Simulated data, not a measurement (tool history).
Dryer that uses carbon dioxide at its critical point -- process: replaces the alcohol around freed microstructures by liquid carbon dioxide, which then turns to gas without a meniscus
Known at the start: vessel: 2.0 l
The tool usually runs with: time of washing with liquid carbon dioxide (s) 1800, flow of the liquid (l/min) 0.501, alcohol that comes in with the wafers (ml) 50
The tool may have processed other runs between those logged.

| run | hour | time of washing with liquid carbon dioxide (s) | flow of the liquid (l/min) | alcohol that comes in with the wafers (ml) | alcohol left in the vessel before it's heated (ppm by volume) |
|---|---|---|---|---|---|
| 1 | 0.0 | 1800 | 0.501 | 50 | 75 |
| 2 | 20.6 | 1800 | 0.344 | 50 | 309 |
| 3 | 41.0 | 1800 | 0.344 | 50 | 318 |
| 4 | 62.8 | 1800 | 0.344 | 50 | 324 |
| 5 | 85.9 | 1800 | 0.344 | 50 | 323 |
| 6 | 106.7 | 1800 | 0.501 | 50 | 72 |
| 7 | 123.2 | 1800 | 0.501 | 50 | 76 |
| 8 | 141.1 | 1800 | 0.501 | 50 | 81 |
|  | 147.2 | inlet filter changed |
| 9 | 163.4 | 1800 | 0.501 | 43 | 54 |
| 10 | 175.3 | 1440 | 0.501 | 43 | 109 |
| 11 | 187.8 | 1440 | 0.501 | 43 | 110 |
| 12 | 206.0 | 1440 | 0.501 | 43 | 111 |
| 13 | 225.9 | 1440 | 0.501 | 50 | 118 |
| 14 | 235.7 | 1440 | 0.501 | 50 | 127 |
| 15 | 251.5 | 1440 | 0.501 | 50 | 131 |
| 16 | 271.5 | 1800 | 0.340 | 50 | 233 |
| 17 | 281.8 | 1800 | 0.340 | 50 | 234 |
| 18 | 296.4 | 1800 | 0.340 | 50 | 239 |
| 19 | 310.3 | 1800 | 0.340 | 50 | 245 |
| 20 | 329.3 | 1800 | 0.340 | 50 | 239 |
| 21 | 352.2 | 1800 | 0.501 | 97 | 82 |
| 22 | 365.9 | 1800 | 0.501 | 50 | 64 |
| 23 | 378.6 | 1800 | 0.501 | 35 | 63 |
| 24 | 390.1 | 1800 | 0.501 | 39 | 59 |
| 25 | 401.7 | 1140 | 0.674 | 50 | 124 |
| 26 | 422.9 | 1800 | 0.481 | 50 | 74 |
| 27 | 435.9 | 1980 | 0.481 | 50 | 56 |
| 28 | 455.9 | 2700 | 0.353 | 65 | 60 |
| 29 | 472.2 | 1800 | 0.501 | 85 | 91 |
| 30 | 492.3 | 1800 | 0.501 | 59 | 76 |
| 31 | 513.2 | 1800 | 0.501 | 99 | 98 |
| 32 | 531.9 | 1800 | 0.501 | 99 | 106 |
| 33 | 553.1 | 1800 | 0.501 | 99 | 104 |
| 34 | 575.1 | 1800 | 0.501 | 99 | 107 |
| 35 | 588.9 | 1320 | 0.548 | 35 | 129 |
| 36 | 610.4 | 1320 | 0.548 | 57 | 183 |
| 37 | 629.7 | 2820 | 0.501 | 94 | 48 |
| 38 | 652.2 | 2820 | 0.501 | 94 | 54 |
| 39 | 674.3 | 1560 | 0.594 | 50 | 75 |
| 40 | 685.8 | 1560 | 0.721 | 23 | 52 |
| 41 | 696.7 | 2400 | 0.342 | 23 | 74 |
| 42 | 713.3 | 2400 | 0.342 | 23 | 78 |
| 43 | 727.6 | 2040 | 0.341 | 82 | 284 |
| 44 | 743.1 | 1800 | 0.734 | 117 | 57 |
| 45 | 764.3 | 1800 | 0.734 | 117 | 57 |
| 46 | 773.6 | 1440 | 0.734 | 54 | 66 |

Some steps in alcohol left in the vessel before it's heated (ppm by volume), run to run, broken into two amounts with sign: the step expected even without the hidden condition (settings, incoming material, random variation), and the rest, left for the hidden condition together with whatever gauge scatter is not in both the measured and the hidden-condition-free result:
Hidden conditions of the tool in this case: flow that reaches the vessel past the clogged filter, %; alcohol in the recycled carbon dioxide, ppm; drift of the gauge itself on alcohol_ppm, %.
Run 1 -> 2: flow of the liquid (l/min) 0.501 -> 0.344. alcohol left in the vessel before it's heated (ppm by volume) +234: hidden state +94, all else +140.
Run 5 -> 6: flow of the liquid (l/min) 0.344 -> 0.501. alcohol left in the vessel before it's heated (ppm by volume) -251: hidden state -100, all else -151.
Run 43 -> 44: time of washing with liquid carbon dioxide (s) 2040 -> 1800, flow of the liquid (l/min) 0.341 -> 0.734, alcohol that comes in with the wafers (ml) 82 -> 117. alcohol left in the vessel before it's heated (ppm by volume) -227: hidden state -83, all else -144.
